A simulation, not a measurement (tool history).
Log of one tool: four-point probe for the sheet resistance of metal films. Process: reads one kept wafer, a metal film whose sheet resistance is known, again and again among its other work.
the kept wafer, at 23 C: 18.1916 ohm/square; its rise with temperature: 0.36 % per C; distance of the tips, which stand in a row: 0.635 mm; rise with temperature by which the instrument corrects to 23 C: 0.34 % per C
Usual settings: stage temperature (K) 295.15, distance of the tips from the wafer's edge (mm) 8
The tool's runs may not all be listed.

| run | day | stage temperature (K) | distance of the tips from the wafer's edge (mm) | sheet resistance as the instrument gives it (ohm/square) |
|---|---|---|---|---|
| 1 | 0.000 | 295.15 | 8 | 18.068148 |
| 2 | 1.004 | 298.15 | 8 | 18.077077 |
| 3 | 1.954 | 298.15 | 8 | 18.067893 |
| 4 | 2.650 | 291.15 | 8 | 18.038344 |
| 5 | 3.233 | 291.15 | 8 | 18.039635 |
| 6 | 4.275 | 295.15 | 69 | 17.990922 |
| 7 | 5.325 | 295.15 | 69 | 17.983831 |
| 8 | 6.058 | 295.15 | 69 | 17.984135 |
| 9 | 6.954 | 295.15 | 69 | 17.978849 |
| 10 | 8.038 | 295.15 | 69 | 17.973491 |
| 11 | 9.096 | 295.15 | 69 | 17.970849 |
| 12 | 10.338 | 295.15 | 69 | 18.150923 |
| 13 | 11.267 | 295.15 | 69 | 18.143296 |
| 14 | 11.888 | 295.15 | 69 | 18.145023 |
| 15 | 13.008 | 295.15 | 8 | 18.192483 |
| 16 | 14.192 | 295.15 | 8 | 18.189515 |
| 17 | 15.229 | 295.15 | 8 | 18.188174 |
| 18 | 16.396 | 300.15 | 8 | 18.199926 |
| 19 | 17.479 | 295.15 | 3 | 18.549083 |
| 20 | 18.412 | 295.15 | 8 | 18.172949 |
| 21 | 18.950 | 303.15 | 8 | 18.198171 |
| 22 | 19.621 | 295.15 | 8 | 18.165049 |
| 23 | 20.612 | 304.15 | 8 | 18.193069 |
| 24 | 21.767 | 295.15 | 6 | 18.207927 |
| 25 | 22.833 | 292.15 | 3 | 18.501440 |
| 26 | 23.850 | 299.15 | 4 | 18.352992 |
| 27 | 24.933 | 294.15 | 47 | 18.085940 |
| 28 | 25.617 | 295.15 | 10 | 18.119904 |
| 29 | 26.512 | 307.15 | 8 | 18.177976 |
| 30 | 27.658 | 294.15 | 31 | 18.075680 |
| 31 | 28.346 | 300.15 | 46 | 18.093866 |
| 32 | 29.146 | 304.15 | 4 | 18.351045 |
| 33 | 30.346 | 304.15 | 4 | 18.343193 |
| 34 | 31.433 | 295.15 | 26 | 18.066709 |
| 35 | 32.375 | 295.15 | 26 | 18.060702 |
| 36 | 32.917 | 298.15 | 55 | 18.075255 |
| 37 | 33.900 | 296.15 | 37 | 18.057884 |
| 38 | 35.079 | 301.15 | 59 | 18.071438 |
| 39 | 35.938 | 296.15 | 11 | 18.078177 |
| 40 | 37.162 | 307.15 | 23 | 18.088661 |
| 41 | 37.983 | 297.15 | 8 | 18.104894 |
| 42 | 38.500 | 297.15 | 8 | 18.107269 |
| 43 | 39.408 | 300.15 | 69 | 18.048092 |
| 44 | 39.979 | 294.15 | 39 | 18.021541 |
| 45 | 40.546 | 303.15 | 8 | 18.119305 |

Missing from the log above: 1 entry noted between runs. For each, name the pair of listed runs it sits between and say how the tool's hidden condition differs from the listed run just before to the listed run just after:
Between runs 11 and 12: new probe head fitted (day 10.138)
  inner tips' distance over the nominal, %: -1.134 -> -0.244; tips' flats over new ones', %: 144 -> 1; wafer's true temperature over the reading, C: 0.06 -> 0.07
  what was measured, less what the result would be without the hidden state, sheet resistance as the instrument gives it (ohm/square): -0.218813 -> -0.043548
